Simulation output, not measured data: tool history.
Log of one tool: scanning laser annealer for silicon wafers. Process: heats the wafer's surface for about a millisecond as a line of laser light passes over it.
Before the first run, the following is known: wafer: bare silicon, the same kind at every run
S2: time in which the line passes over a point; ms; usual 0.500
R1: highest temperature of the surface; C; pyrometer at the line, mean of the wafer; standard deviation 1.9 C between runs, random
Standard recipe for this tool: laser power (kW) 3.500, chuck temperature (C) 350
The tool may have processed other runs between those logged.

Run 1, day 0.000: usual settings. Result: R1 1086 C.
Run 2, day 2.008: usual settings. Result: R1 1089 C.
At day 3.546: optics aligned, line set to its width.
Run 3, day 5.196: usual settings but laser power (kW) 3.817. Result: R1 1155 C.
Run 4, day 7.767: usual settings. Result: R1 1089 C.
Run 5, day 10.658: usual settings but laser power (kW) 3.243. Result: R1 1035 C.
Run 6, day 12.588: usual settings but laser power (kW) 3.243. Result: R1 1033 C.
At day 12.825: window over the wafer cleaned.
Run 7, day 13.875: usual settings but laser power (kW) 3.243. Result: R1 1034 C.
Run 8, day 15.671: usual settings but laser power (kW) 3.243. Result: R1 1035 C.
Run 9, day 18.671: usual settings but chuck temperature (C) 367. Result: R1 1102 C.
Run 10, day 21.217: usual settings but chuck temperature (C) 367. Result: R1 1105 C.
Run 11, day 24.029: usual settings but chuck temperature (C) 367. Result: R1 1102 C.
Run 12, day 25.696: usual settings but chuck temperature (C) 329. Result: R1 1068 C.
Run 13, day 28.654: usual settings but chuck temperature (C) 329. Result: R1 1070 C.
Run 14, day 31.229: usual settings. Result: R1 1086 C.
Run 15, day 33.921: usual settings but laser power (kW) 3.793. Result: R1 1148 C.
Run 16, day 35.450: usual settings but laser power (kW) 3.793. Result: R1 1147 C.
Run 17, day 38.350: usual settings. Result: R1 1090 C.
Run 18, day 41.050: usual settings. Result: R1 1086 C.
Run 19, day 43.650: usual settings. Result: R1 1090 C.
Run 20, day 45.183: usual settings. Result: R1 1090 C.
Run 21, day 48.000: usual settings. Result: R1 1084 C.
Run 22, day 49.608: usual settings. Result: R1 1089 C.
Run 23, day 51.092: usual settings. Result: R1 1088 C.
Run 24, day 53.592: usual settings but laser power (kW) 3.298, S2 0.562 ms, chuck temperature (C) 327. Result: R1 1068 C.
Run 25, day 55.254: usual settings but laser power (kW) 3.298, S2 0.562 ms, chuck temperature (C) 327. Result: R1 1068 C.
Run 26, day 56.746: usual settings but laser power (kW) 3.766, S2 0.608 ms, chuck temperature (C) 311. Result: R1 1190 C.
Run 27, day 58.408: usual settings but laser power (kW) 3.396, S2 0.479 ms, chuck temperature (C) 343. Result: R1 1039 C.
At day 59.771: window over the wafer cleaned.
Run 28, day 59.771: usual settings but laser power (kW) 3.396, S2 0.479 ms, chuck temperature (C) 343. Result: R1 1041 C.
Run 29, day 61.575: usual settings but laser power (kW) 3.396, S2 0.479 ms, chuck temperature (C) 343. Result: R1 1043 C.
Run 30, day 64.029: usual settings but laser power (kW) 3.396, S2 0.479 ms, chuck temperature (C) 343. Result: R1 1042 C.
Run 31, day 65.750: usual settings but laser power (kW) 3.127, S2 0.479 ms, chuck temperature (C) 343. Result: R1 986 C.
At day 68.358: optics aligned, line set to its width.
Run 32, day 68.450: usual settings but laser power (kW) 3.346. Result: R1 1057 C.
Run 33, day 70.379: usual settings but laser power (kW) 3.798, S2 0.400 ms, chuck temperature (C) 385. Result: R1 1094 C.
Run 34, day 72.454: usual settings but laser power (kW) 3.798, S2 0.614 ms, chuck temperature (C) 385. Result: R1 1276 C.
Run 35, day 75.321: usual settings but laser power (kW) 3.741. Result: R1 1139 C.
Run 36, day 77.250: usual settings but laser power (kW) 3.671, chuck temperature (C) 354. Result: R1 1128 C.
Run 37, day 80.217: usual settings but laser power (kW) 3.671, chuck temperature (C) 354. Result: R1 1127 C.
Run 38, day 81.862: usual settings but laser power (kW) 3.671, chuck temperature (C) 354. Result: R1 1128 C.
Run 39, day 84.008: usual settings but laser power (kW) 3.671, chuck temperature (C) 354. Result: R1 1125 C.
Run 40, day 87.012: usual settings but laser power (kW) 3.631, S2 0.390 ms, chuck temperature (C) 338. Result: R1 1006 C.
Run 41, day 88.779: usual settings but S2 0.481 ms. Result: R1 1069 C.
Run 42, day 90.621: usual settings but laser power (kW) 3.833, chuck temperature (C) 353. Result: R1 1160 C.

Consider 3 possible next runs. They are alternatives, not a sequence: every one starts from the tool as it was left by run 42. What does each give?
Run A, day 92.129: usual settings but laser power (kW) 3.833, S2 0.383 ms, chuck temperature (C) 364. Result: R1 ?.
Run B, day 92.129: usual settings but laser power (kW) 3.703, S2 0.352 ms, chuck temperature (C) 379. Result: R1 ?.
Run C, day 92.129: usual settings but laser power (kW) 3.007, chuck temperature (C) 382. Result: R1 ?.

run    R1
  A  1062
  B  1025
  C  1017
With no hidden state in the tool, these same runs would have given:
run    R1
  A  1063
  B  1025
  C  1017
